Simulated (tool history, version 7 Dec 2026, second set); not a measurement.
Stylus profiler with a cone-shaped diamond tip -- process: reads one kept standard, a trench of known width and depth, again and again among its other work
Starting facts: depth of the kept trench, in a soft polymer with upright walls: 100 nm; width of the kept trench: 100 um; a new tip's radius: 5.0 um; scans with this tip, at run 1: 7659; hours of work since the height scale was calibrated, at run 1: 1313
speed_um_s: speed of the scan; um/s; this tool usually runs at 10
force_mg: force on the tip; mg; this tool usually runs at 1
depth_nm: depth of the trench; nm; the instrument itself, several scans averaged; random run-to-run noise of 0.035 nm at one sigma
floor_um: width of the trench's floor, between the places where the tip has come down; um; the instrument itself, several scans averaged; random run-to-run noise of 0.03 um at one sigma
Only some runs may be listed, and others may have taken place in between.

| run | hour | speed_um_s | force_mg | scans with this tip | hours of work since the height scale was calibrated | depth_nm | floor_um |
|---|---|---|---|---|---|---|---|
| 1 | 0 | 10 | 1 | 7659 | 1313 | 101.22 | 96.87 |
| 2 | 55.5 | 10 | 0.34 | 7884 | 1352 | 100.84 | 96.81 |
| 3 | 97.3 | 10 | 0.34 | 8054 | 1381 | 100.89 | 96.77 |
| 4 | 138.7 | 31 | 0.34 | 8222 | 1410 | 100.89 | 96.47 |
| 5 | 189.7 | 10 | 0.39 | 8429 | 1445 | 100.92 | 96.76 |
|  | 213.1 | new tip fitted, height scale calibrated |
| 6 | 252.5 | 10 | 0.39 | 160 | 27 | 100.41 | 97.85 |
| 7 | 284.9 | 10 | 0.39 | 291 | 50 | 100.42 | 97.79 |
| 8 | 320.4 | 3 | 1 | 436 | 75 | 100.82 | 97.9 |
|  | 325.4 | height scale calibrated on a step standard |
| 9 | 382.5 | 10 | 1.64 | 685 | 40 | 101.12 | 97.78 |
| 10 | 434.3 | 10 | 0.42 | 896 | 76 | 100.43 | 97.71 |
| 11 | 498.2 | 10 | 0.58 | 1155 | 120 | 100.59 | 97.73 |
| 12 | 525.3 | 10 | 1 | 1265 | 139 | 100.87 | 97.74 |
|  | 546.7 | height scale calibrated on a step standard, once more |
| 13 | 577.6 | 10 | 1 | 1475 | 22 | 100.78 | 97.65 |
| 14 | 616.2 | 10 | 1 | 1632 | 48 | 100.71 | 97.65 |
| 15 | 659.2 | 18 | 0.61 | 1807 | 78 | 100.54 | 97.57 |
| 16 | 718.7 | 18 | 0.61 | 2048 | 120 | 100.65 | 97.48 |
| 17 | 751.2 | 18 | 0.61 | 2180 | 142 | 100.56 | 97.44 |
| 18 | 788.9 | 18 | 0.61 | 2333 | 169 | 100.6 | 97.44 |
| 19 | 845.5 | 6 | 0.57 | 2562 | 208 | 100.59 | 97.55 |
| 20 | 875.5 | 6 | 0.57 | 2684 | 229 | 100.59 | 97.57 |
| 21 | 907.2 | 6 | 0.57 | 2813 | 251 | 100.63 | 97.55 |
| 22 | 954.3 | 9 | 1.81 | 3004 | 284 | 101.22 | 97.48 |
| 23 | 994.3 | 16 | 1.81 | 3166 | 311 | 101.2 | 97.4 |
| 24 | 1058.3 | 3 | 0.62 | 3426 | 356 | 100.7 | 97.49 |
| 25 | 1095.2 | 6 | 1.25 | 3576 | 382 | 101.02 | 97.4 |
| 26 | 1129.3 | 6 | 0.43 | 3714 | 405 | 100.52 | 97.4 |
| 27 | 1194.5 | 6 | 0.43 | 3979 | 451 | 100.59 | 97.35 |

Table of differences, measured result less the result of that run with no hidden state. Run-to-run variation is the same in both. Gauge scatter possibly is not:
Hidden state at play: radius of the tip, um; height scale over the true one, %; drift of the gauge itself on depth_nm, %; drift of the gauge itself on floor_um, %.
| run | depth_nm | floor_um |
|---|---|---|
| 1 | +0.49 | -1.05 |
| 2 | +0.5 | -1.07 |
| 3 | +0.51 | -1.09 |
| 4 | +0.52 | -1.11 |
| 5 | +0.53 | -1.13 |
| 6 | +0.02 | -0.04 |
| 7 | +0.03 | -0.07 |
| 8 | +0.04 | -0.09 |
| 9 | +0.06 | -0.12 |
| 10 | +0.07 | -0.16 |
| 11 | +0.09 | -0.2 |
| 12 | +0.09 | -0.22 |
| 13 | +0.02 | -0.25 |
| 14 | +0.03 | -0.27 |
| 15 | +0.04 | -0.29 |
| 16 | +0.06 | -0.32 |
| 17 | +0.07 | -0.35 |
| 18 | +0.08 | -0.36 |
| 19 | +0.09 | -0.39 |
| 20 | +0.1 | -0.41 |
| 21 | +0.1 | -0.43 |
| 22 | +0.12 | -0.46 |
| 23 | +0.13 | -0.48 |
| 24 | +0.14 | -0.51 |
| 25 | +0.15 | -0.53 |
| 26 | +0.17 | -0.55 |
| 27 | +0.18 | -0.58 |

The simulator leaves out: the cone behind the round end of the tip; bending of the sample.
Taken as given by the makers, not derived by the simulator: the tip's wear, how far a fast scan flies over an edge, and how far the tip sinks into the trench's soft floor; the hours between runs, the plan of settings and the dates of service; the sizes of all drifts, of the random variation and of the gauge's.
